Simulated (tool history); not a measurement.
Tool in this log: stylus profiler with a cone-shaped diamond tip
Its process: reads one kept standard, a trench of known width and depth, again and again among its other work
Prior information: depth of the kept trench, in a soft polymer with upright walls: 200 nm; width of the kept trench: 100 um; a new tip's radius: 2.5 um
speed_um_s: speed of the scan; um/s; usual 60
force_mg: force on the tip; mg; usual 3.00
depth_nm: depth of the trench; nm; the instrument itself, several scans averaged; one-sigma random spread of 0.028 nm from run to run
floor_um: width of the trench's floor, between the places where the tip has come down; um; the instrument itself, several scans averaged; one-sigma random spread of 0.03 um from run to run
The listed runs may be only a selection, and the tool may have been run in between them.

| run | hour | speed_um_s | force_mg | depth_nm | floor_um |
|---|---|---|---|---|---|
| 1 | 0.0 | 60 | 3.00 | 203.56 | 97.70 |
| 2 | 92.1 | 60 | 3.00 | 203.54 | 97.75 |
| 3 | 159.3 | 60 | 3.00 | 203.52 | 97.66 |
|  | 179.1 | height scale calibrated on a step standard |
| 4 | 259.8 | 60 | 3.00 | 203.59 | 97.73 |
| 5 | 361.8 | 60 | 3.00 | 203.56 | 97.73 |
| 6 | 461.0 | 60 | 3.00 | 203.57 | 97.68 |
| 7 | 557.4 | 60 | 3.00 | 203.61 | 97.67 |
| 8 | 641.6 | 60 | 3.00 | 203.53 | 97.66 |
| 9 | 704.2 | 60 | 3.00 | 203.53 | 97.68 |
| 10 | 761.1 | 16 | 3.00 | 203.58 | 97.95 |
| 11 | 863.0 | 16 | 3.00 | 203.53 | 97.98 |
| 12 | 915.2 | 60 | 3.00 | 203.54 | 97.71 |
| 13 | 995.0 | 60 | 3.00 | 203.58 | 97.69 |
| 14 | 1047.0 | 60 | 4.20 | 204.51 | 97.74 |
| 15 | 1103.7 | 60 | 4.20 | 204.43 | 97.81 |
| 16 | 1179.3 | 60 | 4.20 | 204.46 | 97.76 |
| 17 | 1289.5 | 60 | 1.92 | 202.61 | 97.58 |
| 18 | 1388.5 | 60 | 1.92 | 202.67 | 97.66 |
| 19 | 1444.4 | 18 | 6.78 | 206.16 | 97.93 |
| 20 | 1518.0 | 18 | 6.78 | 206.17 | 98.01 |
| 21 | 1623.5 | 18 | 6.78 | 206.11 | 98.00 |
|  | 1651.7 | new tip fitted, height scale calibrated |
| 22 | 1697.2 | 19 | 1.37 | 202.07 | 97.87 |
| 23 | 1749.6 | 19 | 1.37 | 202.13 | 97.94 |
| 24 | 1838.2 | 19 | 1.37 | 202.13 | 97.88 |
| 25 | 1946.8 | 19 | 1.37 | 202.09 | 97.86 |
| 26 | 2019.5 | 29 | 1.15 | 201.88 | 97.77 |
| 27 | 2088.0 | 223 | 2.91 | 203.47 | 96.81 |

Run 28 comes next. What will it give?
| 28 | 2171.5 | 89 | 4.03 | ? | ? |

{"run 28": {"depth_nm": 204.31, "floor_um": 97.61}}
Were there no unlogged condition in the tool, this run, its random variation unchanged, would have produced depth_nm 204.31 nm, floor_um 97.62 um.
